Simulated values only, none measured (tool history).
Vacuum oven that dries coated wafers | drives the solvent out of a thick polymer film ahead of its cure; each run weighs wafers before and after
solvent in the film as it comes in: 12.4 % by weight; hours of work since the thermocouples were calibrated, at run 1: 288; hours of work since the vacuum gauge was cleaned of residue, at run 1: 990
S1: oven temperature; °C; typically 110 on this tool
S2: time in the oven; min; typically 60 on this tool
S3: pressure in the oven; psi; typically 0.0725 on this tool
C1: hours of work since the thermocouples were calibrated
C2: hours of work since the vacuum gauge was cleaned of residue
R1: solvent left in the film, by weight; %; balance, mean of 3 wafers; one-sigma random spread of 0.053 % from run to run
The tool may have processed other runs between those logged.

run	hour	S1	S2	S3	C1	C2	R1
1	0	110	60	0.0725	288	990	2.03
2	51.3	110	60	0.0725	320	1022	1.95
3	102	110	60	0.0725	352	1053	1.98
4	130.4	116	60	0.0725	369	1071	1.25
5	160.4	116	60	0.0725	388	1090	1.32
6	198.2	116	60	0.0725	412	1113	1.25
7	224.8	120	60	0.0725	428	1130	0.92
8	268.6	106	60	0.0725	455	1157	2.6
9	308	110	60	0.0725	480	1181	2.09
10	363.3	110	60	0.0725	514	1216	1.97
11	410.1	110	60	0.1288	543	1245	2.36
12	436.5	110	60	0.0725	560	1261	2.02
13	464.1	119	60	0.0725	577	1278	1.11
14	522.5	119	64	0.0725	613	1315	0.9
15	550.3	106	60	0.0725	630	1332	2.63
16	593.4	106	60	0.0725	657	1359	2.75
17	652.7	106	60	0.0725	694	1395	2.69
18	689.7	106	60	0.0725	717	1418	2.77
19	730.6	106	60	0.0725	743	1444	2.75
20	767.6	110	60	0.0725	766	1467	1.95
21	795.3	110	60	0.0864	783	1484	2.13
22	851.8	110	60	0.0864	818	1519	2.16
23	905.5	114	60	0.0725	851	1553	1.58
24	950.8	114	60	0.0725	879	1581	1.49
25	978.3	110	60	0.0725	896	1598	2.09
26	1009.1	119	79	0.1117	916	1617	1.14
# hour 1013.8: oven's thermocouples calibrated
27	1064.9	110	52	0.0725	32	1650	2.45
28	1104.3	110	93	0.1246	56	1675	1.64
29	1139.5	110	93	0.1246	78	1697	1.58
30	1164	110	93	0.1246	93	1712	1.62
31	1217.1	116	36	0.0719	126	1745	2.47
# hour 1223.6: oven's thermocouples calibrated, once more
32	1275.8	99	60	0.0725	32	1780	4.4
33	1320	99	60	0.0725	60	1808	4.46
34	1352.8	124	47	0.0643	80	1828	1.25
35	1411.8	109	50	0.216	117	1865	3.82
36	1458.3	97	34	0.1205	146	1894	6.94
37	1517.3	110	77	0.0917	183	1930	2.11
38	1556.5	110	45	0.1046	207	1955	3.28
39	1610.1	96	68	0.0682	240	1988	4.79
40	1634.7	96	68	0.0682	255	2003	4.79
41	1693.4	110	33	0.0938	292	2040	4.4
42	1727.8	120	103	0.0725	313	2061	0.97
43	1785.4	108	39	0.0725	349	2097	3.97
44	1829.5	108	39	0.0725	377	2124	4.05
45	1861.7	125	49	0.1849	397	2144	1.55
46	1917.2	110	60	0.0869	431	2179	2.54
47	1952.1	121	101	0.0611	453	2201	0.94

Below are 3 alternative next runs, each starting from the tool's condition after run 47. Predict each:
A	2005.7	110	60	0.2178	486	2234	?
B	2005.7	113	101	0.0611	486	2234	?
C	2005.7	110	34	0.0725	486	2234	?

run	R1
A	3.27
B	1.29
C	4.1
Take away the tool's hidden state, keep each run's random variation, and the runs would have read:
run	R1
A	2.42
B	0.42
C	3.39

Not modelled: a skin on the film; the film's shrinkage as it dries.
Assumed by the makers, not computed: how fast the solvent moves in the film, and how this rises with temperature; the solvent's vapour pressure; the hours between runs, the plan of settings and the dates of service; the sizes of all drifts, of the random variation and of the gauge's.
